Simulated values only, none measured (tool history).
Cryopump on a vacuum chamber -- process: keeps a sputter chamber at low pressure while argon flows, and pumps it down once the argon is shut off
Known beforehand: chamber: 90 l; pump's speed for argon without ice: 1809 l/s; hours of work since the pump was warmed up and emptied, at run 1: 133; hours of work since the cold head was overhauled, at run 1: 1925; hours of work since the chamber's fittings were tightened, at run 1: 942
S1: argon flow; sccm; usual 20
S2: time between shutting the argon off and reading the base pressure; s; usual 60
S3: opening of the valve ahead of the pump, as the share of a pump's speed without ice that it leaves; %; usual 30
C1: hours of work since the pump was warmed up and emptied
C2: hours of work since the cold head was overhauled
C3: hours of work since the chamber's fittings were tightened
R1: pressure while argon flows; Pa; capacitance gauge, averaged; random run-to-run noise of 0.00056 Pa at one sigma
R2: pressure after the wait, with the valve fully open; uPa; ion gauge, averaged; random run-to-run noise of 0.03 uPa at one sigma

{"run": 1, "hour": 0.0, "S1": 20, "S2": 60, "S3": 30, "C1": 133, "C2": 1925, "C3": 942, "R1": 0.0625, "R2": 2.22}
{"run": 2, "hour": 85.3, "S1": 20, "S2": 60, "S3": 30, "C1": 185, "C2": 1977, "C3": 994, "R1": 0.0626, "R2": 2.23}
{"run": 3, "hour": 153.6, "S1": 20, "S2": 60, "S3": 30, "C1": 227, "C2": 2019, "C3": 1036, "R1": 0.0648, "R2": 2.34}
{"run": 4, "hour": 206.1, "S1": 13, "S2": 60, "S3": 30, "C1": 260, "C2": 2051, "C3": 1068, "R1": 0.0428, "R2": 2.31}
{"run": 5, "hour": 246.8, "S1": 20, "S2": 60, "S3": 30, "C1": 285, "C2": 2076, "C3": 1093, "R1": 0.0656, "R2": 2.38}
{"run": 6, "hour": 305.2, "S1": 20, "S2": 60, "S3": 30, "C1": 321, "C2": 2112, "C3": 1129, "R1": 0.0656, "R2": 2.33}
{"run": 7, "hour": 370.6, "S1": 12, "S2": 60, "S3": 30, "C1": 361, "C2": 2153, "C3": 1169, "R1": 0.0386, "R2": 2.46}
{"run": 8, "hour": 457.2, "S1": 20, "S2": 60, "S3": 30, "C1": 414, "C2": 2206, "C3": 1223, "R1": 0.0648, "R2": 2.54}
{"run": 9, "hour": 545.6, "S1": 20, "S2": 60, "S3": 30, "C1": 468, "C2": 2260, "C3": 1277, "R1": 0.0649, "R2": 2.57}
{"run": 10, "hour": 614.8, "S1": 34, "S2": 55, "S3": 30, "C1": 511, "C2": 2303, "C3": 1320, "R1": 0.1127, "R2": 2.71}
{"run": 11, "hour": 663.8, "S1": 37, "S2": 21, "S3": 30, "C1": 541, "C2": 2333, "C3": 1350, "R1": 0.1229, "R2": 5.1}
{"run": 12, "hour": 718.7, "S1": 37, "S2": 21, "S3": 30, "C1": 575, "C2": 2367, "C3": 1383, "R1": 0.1244, "R2": 5.22}
{"run": 13, "hour": 797.8, "S1": 37, "S2": 21, "S3": 20, "C1": 623, "C2": 2415, "C3": 1432, "R1": 0.183, "R2": 5.2}
{"run": 14, "hour": 866.8, "S1": 37, "S2": 21, "S3": 20, "C1": 666, "C2": 2458, "C3": 1474, "R1": 0.1834, "R2": 5.34}
{"run": 15, "hour": 912.6, "S1": 20, "S2": 60, "S3": 49, "C1": 694, "C2": 2486, "C3": 1503, "R1": 0.0431, "R2": 2.95}
{"run": 16, "hour": 959.8, "S1": 12, "S2": 186, "S3": 43, "C1": 723, "C2": 2515, "C3": 1532, "R1": 0.0297, "R2": 2.11}
{"run": 17, "hour": 1043.5, "S1": 19, "S2": 242, "S3": 25, "C1": 774, "C2": 2566, "C3": 1583, "R1": 0.0782, "R2": 2.09}
{"run": 18, "hour": 1111.6, "S1": 20, "S2": 60, "S3": 21, "C1": 816, "C2": 2608, "C3": 1625, "R1": 0.0955, "R2": 3.12}

Predict each of these 4 candidate next runs independently; none follows another, all start after run 18:
{"run": "A", "hour": 1190.8, "S1": 20, "S2": 60, "S3": 53, "C1": 865, "C2": 2657, "C3": 1674, "R1": "?", "R2": "?"}
{"run": "B", "hour": 1190.8, "S1": 20, "S2": 60, "S3": 39, "C1": 865, "C2": 2657, "C3": 1674, "R1": "?", "R2": "?"}
{"run": "C", "hour": 1190.8, "S1": 23, "S2": 162, "S3": 16, "C1": 865, "C2": 2657, "C3": 1674, "R1": "?", "R2": "?"}
{"run": "D", "hour": 1190.8, "S1": 8, "S2": 133, "S3": 21, "C1": 865, "C2": 2657, "C3": 1674, "R1": "?", "R2": "?"}

run=A R1=0.0426 R2=3.24
run=B R1=0.0566 R2=3.19
run=C R1=0.1432 R2=2.43
run=D R1=0.0380 R2=2.49
With the hidden condition removed and each run's random variation left untouched, the same runs would have given:
run=A R1=0.0350 R2=1.47
run=B R1=0.0490 R2=1.45
run=C R1=0.1345 R2=0.64
run=D R1=0.0350 R2=0.74
